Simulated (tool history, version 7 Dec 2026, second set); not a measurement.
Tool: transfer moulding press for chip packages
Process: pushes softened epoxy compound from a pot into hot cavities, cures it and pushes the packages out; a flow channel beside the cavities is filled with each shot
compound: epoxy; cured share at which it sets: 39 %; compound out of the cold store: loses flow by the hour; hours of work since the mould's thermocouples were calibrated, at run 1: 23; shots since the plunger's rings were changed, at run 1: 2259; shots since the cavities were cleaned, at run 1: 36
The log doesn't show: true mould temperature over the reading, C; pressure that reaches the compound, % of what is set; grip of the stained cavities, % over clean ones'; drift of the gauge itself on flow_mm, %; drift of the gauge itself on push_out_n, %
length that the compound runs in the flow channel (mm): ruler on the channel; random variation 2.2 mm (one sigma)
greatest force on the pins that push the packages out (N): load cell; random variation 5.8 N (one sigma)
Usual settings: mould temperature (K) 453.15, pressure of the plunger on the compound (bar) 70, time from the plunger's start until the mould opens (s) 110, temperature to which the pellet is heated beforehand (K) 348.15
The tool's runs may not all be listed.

run,hour,mould temperature (K),pressure of the plunger on the compound (bar),time from the plunger's start until the mould opens (s),temperature to which the pellet is heated beforehand (K),hours of work since the mould's thermocouples were calibrated,shots since the plunger's rings were changed,shots since the cavities were cleaned,incoming compound's hours out of the cold store,length that the compound runs in the flow channel (mm),greatest force on the pins that push the packages out (N)
1,0,453.15,70,110,348.15,23,2259,36,10.3,595,259
# hour 52.7: cavities cleaned with cleaning compound and waxed
2,52.7,453.15,70,110,348.15,60,2847,0,27,549,235
3,100.4,453.15,70,110,348.15,95,3394,547,40.2,514,310
# hour 110.9: cavities cleaned with cleaning compound and waxed
4,150.1,453.15,70,110,348.15,130,3948,450,28.9,537,301
# hour 168.5: cavities cleaned with cleaning compound and waxed
5,183.7,453.15,70,110,348.15,153,4317,175,27.3,541,272
# hour 224: cavities cleaned with cleaning compound and waxed
# hour 234.4: plunger's sealing rings changed
6,234.4,453.15,70,110,348.15,187,0,91,43.2,531,255
7,258.8,453.15,70,110,348.15,205,280,371,24.8,574,295
# hour 284: cavities cleaned with cleaning compound and waxed
8,286.1,453.15,70,110,348.15,223,576,24,12.3,604,251
9,327.4,453.15,70,110,348.15,253,1050,498,22.3,575,303
# hour 340: cavities cleaned with cleaning compound and waxed
10,360.5,449.15,70,110,348.15,276,1412,235,44.9,527,330
# hour 397.9: cavities cleaned with cleaning compound and waxed
11,412.6,454.15,84.9,110,344.15,313,1994,169,34.4,594,262
12,445.3,454.15,84.9,124,348.15,337,2369,544,17.9,628,281
# hour 455.1: cavities cleaned with cleaning compound and waxed
13,472.9,457.15,64.3,122,349.15,356,2668,204,37.1,499,241
# hour 513.4: cavities cleaned with cleaning compound and waxed
14,518.1,453.15,70.7,110,348.15,387,3170,54,44.5,516,254
15,564.2,457.15,81.3,110,351.15,421,3699,583,17,603,272
# hour 570.4: mould's thermocouples calibrated
# hour 571.9: cavities cleaned with cleaning compound and waxed
16,602,457.15,81.3,110,351.15,22,4094,346,19.3,590,268
# hour 629: cavities cleaned with cleaning compound and waxed
17,641.3,457.15,81.3,110,351.15,49,4527,141,12.3,602,243
# hour 673: plunger's sealing rings changed
# hour 688.3: cavities cleaned with cleaning compound and waxed
18,691,457.15,63.4,116,351.15,82,189,31,28.3,527,224

Forecast each of these 5 alternatives for the next run:
A,714.6,446.15,70,110,354.15,100,460,302,23.3,?,?
B,714.6,460.15,70,107,348.15,100,460,302,35.4,?,?
C,714.6,453.15,63.4,123,351.15,100,460,302,40.9,?,?
D,714.6,460.15,75.3,110,349.15,100,460,302,46.9,?,?
E,714.6,451.15,77.6,95,351.15,100,460,302,23.1,?,?

run,length that the compound runs in the flow channel (mm),greatest force on the pins that push the packages out (N)
A,600,439
B,532,256
C,507,256
D,527,248
E,610,425
Without the tool's hidden state the same runs would have given:
run,length that the compound runs in the flow channel (mm),greatest force on the pins that push the packages out (N)
A,603,365
B,535,218
C,510,218
D,530,212
E,613,355

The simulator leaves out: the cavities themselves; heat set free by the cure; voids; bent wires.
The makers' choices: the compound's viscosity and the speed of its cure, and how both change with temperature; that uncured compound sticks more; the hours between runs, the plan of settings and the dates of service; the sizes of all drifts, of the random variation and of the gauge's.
